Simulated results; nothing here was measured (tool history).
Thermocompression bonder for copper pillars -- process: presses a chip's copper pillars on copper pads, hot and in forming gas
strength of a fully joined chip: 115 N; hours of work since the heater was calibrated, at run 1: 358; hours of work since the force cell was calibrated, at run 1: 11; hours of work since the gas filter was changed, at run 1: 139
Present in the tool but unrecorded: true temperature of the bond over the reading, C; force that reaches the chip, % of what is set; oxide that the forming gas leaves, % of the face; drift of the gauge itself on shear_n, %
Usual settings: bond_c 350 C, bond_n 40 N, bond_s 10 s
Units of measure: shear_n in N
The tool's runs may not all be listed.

run,hour,bond_c,bond_n,bond_s,hours of work since the heater was calibrated,hours of work since the force cell was calibrated,hours of work since the gas filter was changed,shear_n
1,0.0,350,40,10,358,11,139,43.9
2,12.9,350,40,10,363,16,145,44.0
3,24.5,350,34,10,368,21,149,40.3
4,33.6,350,34,10,372,25,153,40.6
5,42.0,350,34,10,375,28,156,40.0
6,56.1,350,34,10,381,34,162,40.4
7,62.2,350,40,10,383,36,164,44.1
8,72.1,350,40,10,387,40,168,44.2
9,81.4,350,40,10,391,44,172,44.5
10,91.2,350,40,10,395,48,176,44.8
11,100.6,350,40,10,399,52,180,43.8
12,110.8,350,40,10,403,56,184,44.1
13,118.2,350,59,10,406,59,187,54.0
# hour 127.7: forming gas filter changed
14,131.2,350,59,10,411,64,1,56.2
15,140.4,326,25,13,415,67,5,31.3
16,154.1,326,25,13,420,73,11,31.0
17,165.3,326,25,13,425,77,15,31.1
18,175.5,350,42,10,429,82,19,47.2
19,184.2,329,38,20,432,85,23,48.3
20,196.9,329,38,20,437,90,28,48.1
21,203.3,356,36,25,440,93,30,64.0
22,216.3,330,57,5,445,98,36,35.1
23,224.7,350,40,7,449,101,39,39.8
24,236.0,338,57,8,453,106,44,46.5
25,248.6,338,57,8,458,111,49,45.4

Here are 5 independent what-if runs from the current tool condition. What would each one return?
A,256.7,354,40,10,462,114,52,?
B,256.7,365,57,26,462,114,52,?
C,256.7,338,57,11,462,114,52,?
D,256.7,361,40,10,462,114,52,?
E,256.7,350,40,7,462,114,52,?

run,shear_n
A,47.7
B,81.2
C,51.7
D,50.9
E,39.6
Stripped of hidden state, with their random variation kept, the same runs would have yielded:
run,shear_n
A,46.5
B,80.3
C,50.5
D,49.8
E,38.6
